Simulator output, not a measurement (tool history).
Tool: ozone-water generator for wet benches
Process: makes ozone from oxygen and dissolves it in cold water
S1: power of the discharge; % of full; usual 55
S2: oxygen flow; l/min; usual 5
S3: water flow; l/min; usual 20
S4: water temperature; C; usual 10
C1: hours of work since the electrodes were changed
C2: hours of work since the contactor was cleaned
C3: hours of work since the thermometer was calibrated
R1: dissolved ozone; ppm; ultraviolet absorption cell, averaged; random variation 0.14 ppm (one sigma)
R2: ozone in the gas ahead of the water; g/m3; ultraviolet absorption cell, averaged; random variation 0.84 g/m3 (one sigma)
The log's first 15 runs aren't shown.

run    hour  S1    S2  S3  S4    C1    C2    C3    R1     R2
 16  1818.5  55     5  20  10  2217  7011  1911  14.9    130
 17  1890.4  55     5  20  10  2278  7073  1972  14.6  129.6
 18  1983.7  44     5  20  12  2357  7152  2051  12.1  111.6
 19  2115.3  44     5  20  12  2469  7264  2163  11.9  111.3
 20  2247.1  44     5  20  12  2582  7376  2275    12  108.5
 21  2329.7  55     5  30  10  2652  7447  2346   9.8  127.8
 22  2400.9  55     5  30  10  2712  7507  2406   9.7  130.3
     2519.7  -- water thermometer calibrated
 23  2561.4  74  2.86  19   8  2849  7643    35  18.5  223.5
 24    2709  48  2.86  19   8  2974  7769   161  13.3  164.6
 25  2869.9  51  3.06  23   7  3111  7906   298  11.7  163.2
 26  2961.3  81  8.73  12  17  3189  7984   376  21.7  120.4
 27  3069.9  81  4.79  12  12  3281  8076   468  27.2  172.8
 28    3233  81  4.79  12  12  3420  8215   607    27  171.4
 29  3380.7  81  4.79  12  12  3546  8340   733  26.7  173.2
 30  3530.5  55  7.91  25  14  3673  8468   860  10.7   95.1
 31  3650.5  55  2.77  20  10  3775  8570   962  13.6  182.9
 32    3756  55     5  29  15  3865  8660  1052   9.4  127.3
 33  3859.7  55  3.39  16   8  3953  8748  1140    17    162

Forecast each of these 4 alternatives for the next run:
  A  4012.1  55  5.44  20  18  4083  8878  1270   ?   ?
  B  4012.1  55  3.53  16   7  4083  8878  1270   ?   ?
  C  4012.1  48     5  20  10  4083  8878  1270   ?   ?
  D  4012.1  59  3.89  16  14  4083  8878  1270   ?   ?

run    R1     R2
  A  12.5  119.3
  B    17  155.5
  C  12.6    115
  D  16.6  156.1
Without the tool's hidden state the same runs would have given:
run    R1     R2
  A  14.4  128.2
  B  19.6    167
  C  14.5  122.4
  D  19.2  168.3
